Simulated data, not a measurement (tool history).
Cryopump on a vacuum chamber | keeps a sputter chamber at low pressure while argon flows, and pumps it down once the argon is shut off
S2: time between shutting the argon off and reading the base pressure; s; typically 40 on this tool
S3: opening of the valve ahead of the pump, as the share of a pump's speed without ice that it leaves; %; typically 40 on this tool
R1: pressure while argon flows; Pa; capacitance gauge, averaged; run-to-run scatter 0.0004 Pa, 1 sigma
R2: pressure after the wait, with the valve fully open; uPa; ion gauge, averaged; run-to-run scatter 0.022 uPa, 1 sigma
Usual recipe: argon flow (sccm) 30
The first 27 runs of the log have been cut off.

{"run": 28, "hour": 525.7, "argon flow (sccm)": 21, "S2": 23, "S3": 49, "R1": 0.0455, "R2": 1.7}
{"run": 29, "hour": 550.5, "argon flow (sccm)": 21, "S2": 23, "S3": 49, "R1": 0.0455, "R2": 1.78}
{"run": 30, "hour": 562.4, "argon flow (sccm)": 21, "S2": 86, "S3": 23, "R1": 0.0943, "R2": 1.15}
{"run": 31, "hour": 575.1, "argon flow (sccm)": 21, "S2": 86, "S3": 23, "R1": 0.0948, "R2": 1.13}
{"run": 32, "hour": 603.1, "argon flow (sccm)": 16, "S2": 54, "S3": 17, "R1": 0.0968, "R2": 1.24}
{"run": 33, "hour": 616.5, "argon flow (sccm)": 30, "S2": 56, "S3": 40, "R1": 0.0788, "R2": 1.25}
{"run": 34, "hour": 644.1, "argon flow (sccm)": 28, "S2": 67, "S3": 16, "R1": 0.1808, "R2": 1.23}
{"run": 35, "hour": 663.8, "argon flow (sccm)": 30, "S2": 40, "S3": 22, "R1": 0.142, "R2": 1.47}

Forecast each of these 3 alternatives for the next run:
{"run": "A", "hour": 691.1, "argon flow (sccm)": 30, "S2": 40, "S3": 16, "R1": "?", "R2": "?"}
{"run": "B", "hour": 691.1, "argon flow (sccm)": 16, "S2": 40, "S3": 40, "R1": "?", "R2": "?"}
{"run": "C", "hour": 691.1, "argon flow (sccm)": 30, "S2": 40, "S3": 17, "R1": "?", "R2": "?"}

run=A R1=0.1942 R2=1.42
run=B R1=0.0419 R2=1.41
run=C R1=0.1818 R2=1.42
The same runs, with their run-to-run variation unchanged, on a tool lacking any hidden condition would have given:
run=A R1=0.1908 R2=0.68
run=B R1=0.0401 R2=0.67
run=C R1=0.1785 R2=0.67
